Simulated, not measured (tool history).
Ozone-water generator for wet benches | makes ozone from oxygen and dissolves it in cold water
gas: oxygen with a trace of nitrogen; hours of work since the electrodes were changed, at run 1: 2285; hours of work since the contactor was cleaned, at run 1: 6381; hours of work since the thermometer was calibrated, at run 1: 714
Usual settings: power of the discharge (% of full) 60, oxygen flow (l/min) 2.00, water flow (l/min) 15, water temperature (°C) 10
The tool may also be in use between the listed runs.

| run | day | power of the discharge (% of full) | oxygen flow (l/min) | water flow (l/min) | water temperature (°C) | hours of work since the electrodes were changed | hours of work since the contactor was cleaned | hours of work since the thermometer was calibrated | dissolved ozone (ppm) | ozone in the gas ahead of the water (g/m3) |
|---|---|---|---|---|---|---|---|---|---|---|
| 1 | 0.000 | 60 | 2.00 | 15 | 10 | 2285 | 6381 | 714 | 17.9 | 212.1 |
| 2 | 3.954 | 60 | 2.00 | 15 | 9 | 2372 | 6468 | 801 | 17.9 | 211.5 |
| 3 | 8.929 | 60 | 2.00 | 15 | 9 | 2481 | 6577 | 910 | 17.8 | 211.0 |
| 4 | 14.017 | 60 | 2.00 | 15 | 9 | 2592 | 6688 | 1021 | 17.8 | 214.7 |
| 5 | 18.908 | 60 | 2.00 | 15 | 9 | 2699 | 6795 | 1128 | 17.8 | 213.3 |
| 6 | 21.662 | 60 | 2.00 | 15 | 9 | 2760 | 6855 | 1188 | 17.9 | 212.9 |
| 7 | 26.896 | 60 | 2.00 | 19 | 9 | 2874 | 6970 | 1303 | 14.0 | 212.0 |
| 8 | 32.308 | 60 | 2.00 | 15 | 10 | 2993 | 7088 | 1421 | 17.7 | 213.2 |
| 9 | 36.529 | 60 | 2.00 | 15 | 10 | 3085 | 7181 | 1514 | 17.4 | 213.8 |
| 10 | 41.096 | 60 | 2.00 | 15 | 10 | 3185 | 7281 | 1614 | 17.5 | 212.4 |
| 11 | 45.467 | 60 | 2.00 | 15 | 10 | 3281 | 7377 | 1710 | 17.6 | 211.7 |
| 12 | 48.338 | 60 | 1.74 | 15 | 10 | 3344 | 7439 | 1772 | 16.8 | 229.2 |
| 13 | 51.138 | 60 | 2.00 | 15 | 10 | 3405 | 7501 | 1834 | 17.5 | 211.4 |
| 14 | 53.988 | 60 | 1.01 | 15 | 10 | 3467 | 7563 | 1896 | 14.2 | 301.5 |
| 15 | 56.938 | 55 | 2.00 | 15 | 10 | 3532 | 7628 | 1961 | 16.5 | 197.9 |
| 16 | 62.667 | 60 | 1.08 | 15 | 10 | 3657 | 7753 | 2086 | 14.6 | 291.2 |
| 17 | 67.875 | 60 | 1.08 | 15 | 10 | 3771 | 7867 | 2200 | 14.5 | 291.0 |
| 18 | 73.450 | 60 | 3.18 | 12 | 16 | 3893 | 7989 | 2322 | 21.8 | 164.1 |
| 19 | 76.629 | 60 | 2.00 | 15 | 12 | 3963 | 8059 | 2392 | 17.2 | 210.3 |
| 20 | 79.071 | 94 | 1.17 | 13 | 7 | 4016 | 8112 | 2445 | 24.9 | 392.0 |
| 21 | 82.808 | 60 | 3.23 | 10 | 10 | 4098 | 8194 | 2527 | 26.3 | 163.2 |
| 22 | 86.721 | 60 | 2.00 | 15 | 8 | 4184 | 8280 | 2613 | 17.6 | 210.8 |
|  | 89.308 | water thermometer calibrated |
| 23 | 90.317 | 60 | 2.00 | 15 | 8 | 4262 | 8358 | 22 | 17.5 | 208.4 |
| 24 | 93.308 | 60 | 1.04 | 19 | 13 | 4328 | 8423 | 88 | 10.9 | 293.5 |
| 25 | 97.912 | 93 | 2.43 | 16 | 17 | 4428 | 8524 | 188 | 22.1 | 267.5 |
| 26 | 102.808 | 60 | 2.00 | 16 | 16 | 4536 | 8631 | 296 | 15.5 | 206.9 |
| 27 | 107.938 | 60 | 2.00 | 19 | 16 | 4648 | 8744 | 408 | 13.0 | 209.5 |
| 28 | 113.317 | 60 | 2.75 | 23 | 12 | 4766 | 8861 | 526 | 11.7 | 177.4 |
| 29 | 118.988 | 60 | 2.75 | 23 | 12 | 4890 | 8986 | 650 | 11.6 | 177.8 |
| 30 | 124.212 | 60 | 1.72 | 10 | 8 | 5004 | 9100 | 764 | 25.5 | 226.3 |
| 31 | 129.933 | 70 | 1.72 | 23 | 8 | 5129 | 9225 | 889 | 11.7 | 253.5 |
| 32 | 133.704 | 59 | 1.06 | 10 | 9 | 5212 | 9308 | 972 | 21.6 | 285.6 |
| 33 | 138.000 | 60 | 1.33 | 20 | 9 | 5306 | 9402 | 1066 | 11.2 | 257.6 |

Some steps in dissolved ozone (ppm) between neighbouring runs. How much of each would the tool show without its hidden state too (settings, what came in, random variation), and how much is left for the hidden state, with any gauge scatter that isn't in both results?
The hidden state here: yield of the discharge, % of new electrodes'; contactor's efficiency, % of a clean one's; true water temperature over the reading, C; drift of the gauge itself on ozone_ppm, %; drift of the gauge itself on gas_g_m3, %.
Run 19 -> 20: power of the discharge (% of full) 60 -> 94, oxygen flow (l/min) 2.00 -> 1.17, water flow (l/min) 15 -> 13, water temperature (°C) 12 -> 7. dissolved ozone (ppm) +7.7: hidden state -0.8, all else +8.5.
Run 24 -> 25: power of the discharge (% of full) 60 -> 93, oxygen flow (l/min) 1.04 -> 2.43, water flow (l/min) 19 -> 16, water temperature (°C) 13 -> 17. dissolved ozone (ppm) +11.2: hidden state -1.2, all else +12.4.
Run 25 -> 26: power of the discharge (% of full) 93 -> 60, oxygen flow (l/min) 2.43 -> 2.00, water temperature (°C) 17 -> 16. dissolved ozone (ppm) -6.6: hidden state +0.9, all else -7.5.
Run 29 -> 30: oxygen flow (l/min) 2.75 -> 1.72, water flow (l/min) 23 -> 10, water temperature (°C) 12 -> 8. dissolved ozone (ppm) +13.9: hidden state -0.6, all else +14.5.
Run 30 -> 31: power of the discharge (% of full) 60 -> 70, water flow (l/min) 10 -> 23. dissolved ozone (ppm) -13.8: hidden state +0.5, all else -14.3.

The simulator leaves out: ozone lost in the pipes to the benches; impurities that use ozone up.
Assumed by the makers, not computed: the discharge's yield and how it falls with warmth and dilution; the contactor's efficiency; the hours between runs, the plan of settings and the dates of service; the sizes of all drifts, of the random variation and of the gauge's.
